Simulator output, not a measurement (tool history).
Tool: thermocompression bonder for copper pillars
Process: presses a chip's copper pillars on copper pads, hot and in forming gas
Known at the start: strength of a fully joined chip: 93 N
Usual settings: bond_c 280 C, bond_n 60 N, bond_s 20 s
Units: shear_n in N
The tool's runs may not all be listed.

Run 1, hour 0: usual settings. Result: shear_n 51 N.
Run 2, hour 22.9: usual settings. Result: shear_n 50.4 N.
At hour 32.7: forming gas filter changed.
Run 3, hour 44.4: usual settings. Result: shear_n 56.2 N.
Run 4, hour 69: usual settings. Result: shear_n 55.8 N.
Run 5, hour 85.1: usual settings. Result: shear_n 55.7 N.
Run 6, hour 113.5: usual settings but bond_s 28 s. Result: shear_n 60.6 N.
Run 7, hour 129.9: usual settings but bond_n 55 N. Result: shear_n 51.3 N.
Run 8, hour 159.4: usual settings but bond_n 55 N. Result: shear_n 50.6 N.
Run 9, hour 184.6: usual settings. Result: shear_n 52.9 N.
Run 10, hour 215.3: usual settings but bond_c 263 C. Result: shear_n 42.8 N.
Run 11, hour 228.2: usual settings but bond_c 263 C. Result: shear_n 42.5 N.
Run 12, hour 246.4: usual settings but bond_s 16 s. Result: shear_n 48.2 N.
Run 13, hour 275: usual settings but bond_s 16 s. Result: shear_n 47.5 N.
Run 14, hour 296.2: usual settings. Result: shear_n 50.7 N.
At hour 306.1: forming gas filter changed.
Run 15, hour 322.7: usual settings. Result: shear_n 56.7 N.
Run 16, hour 352.1: usual settings. Result: shear_n 55.7 N.
Run 17, hour 381.5: usual settings. Result: shear_n 55.2 N.
Run 18, hour 409.1: usual settings. Result: shear_n 54 N.
Run 19, hour 433.8: usual settings but bond_s 14 s. Result: shear_n 48.4 N.
Run 20, hour 464.7: usual settings but bond_s 14 s. Result: shear_n 48 N.
Run 21, hour 493.1: usual settings but bond_n 65 N, bond_s 11 s. Result: shear_n 46.2 N.
Run 22, hour 511.7: usual settings but bond_c 255 C, bond_n 36 N, bond_s 34 s. Result: shear_n 28.8 N.
Run 23, hour 540.3: usual settings but bond_c 255 C, bond_n 36 N, bond_s 34 s. Result: shear_n 28.5 N.
Run 24, hour 563.6: usual settings but bond_c 255 C, bond_n 36 N, bond_s 34 s. Result: shear_n 28.1 N.
At hour 578.7: forming gas filter changed.
Run 25, hour 586.4: usual settings but bond_c 305 C, bond_n 36 N, bond_s 34 s. Result: shear_n 59.4 N.
Run 26, hour 609.5: usual settings but bond_n 81 N, bond_s 14 s. Result: shear_n 62.7 N.
Run 27, hour 628.6: usual settings but bond_n 74 N. Result: shear_n 63.5 N.
Run 28, hour 644.2: usual settings but bond_s 12 s. Result: shear_n 47.8 N.
Run 29, hour 672: usual settings but bond_s 12 s. Result: shear_n 46.7 N.
Run 30, hour 685.6: usual settings but bond_s 12 s. Result: shear_n 46 N.
Run 31, hour 707.1: usual settings but bond_c 294 C, bond_n 62 N, bond_s 38 s. Result: shear_n 72.7 N.
Run 32, hour 729.6: usual settings but bond_c 289 C, bond_n 53 N, bond_s 38 s. Result: shear_n 64 N.
Run 33, hour 753.4: usual settings but bond_c 289 C, bond_n 53 N, bond_s 38 s. Result: shear_n 63.5 N.
Run 34, hour 770.7: usual settings but bond_c 276 C, bond_n 83 N, bond_s 40 s. Result: shear_n 72.3 N.
Run 35, hour 784.6: usual settings but bond_c 308 C, bond_n 39 N, bond_s 37 s. Result: shear_n 60.9 N.
Run 36, hour 813.1: usual settings but bond_c 254 C, bond_n 80 N, bond_s 37 s. Result: shear_n 57 N.
Run 37, hour 828.8: usual settings but bond_n 54 N, bond_s 39 s. Result: shear_n 57.2 N.
Run 38, hour 843.9: usual settings but bond_n 84 N, bond_s 39 s. Result: shear_n 71.6 N.
At hour 852: forming gas filter changed.
Run 39, hour 866.4: usual settings but bond_c 308 C, bond_n 75 N, bond_s 21 s. Result: shear_n 79.7 N.
Run 40, hour 879.4: usual settings but bond_c 297 C, bond_n 86 N, bond_s 44 s. Result: shear_n 87 N.

4 ways to go on from here, each from the tool as it stands after run 40. What would each give?
Run A, hour 899.7: usual settings but bond_c 310 C, bond_s 31 s. Result: shear_n ?.
Run B, hour 899.7: usual settings but bond_c 273 C, bond_s 14 s. Result: shear_n ?.
Run C, hour 899.7: usual settings but bond_c 295 C, bond_n 50 N. Result: shear_n ?.
Run D, hour 899.7: usual settings but bond_c 297 C, bond_n 42 N, bond_s 24 s. Result: shear_n ?.

run  shear_n
  A     78.1
  B     46.3
  C       57
  D       54
Take away the tool's hidden state, keep each run's random variation, and the runs would have read:
run  shear_n
  A     79.9
  B     47.3
  C     58.4
  D     55.3
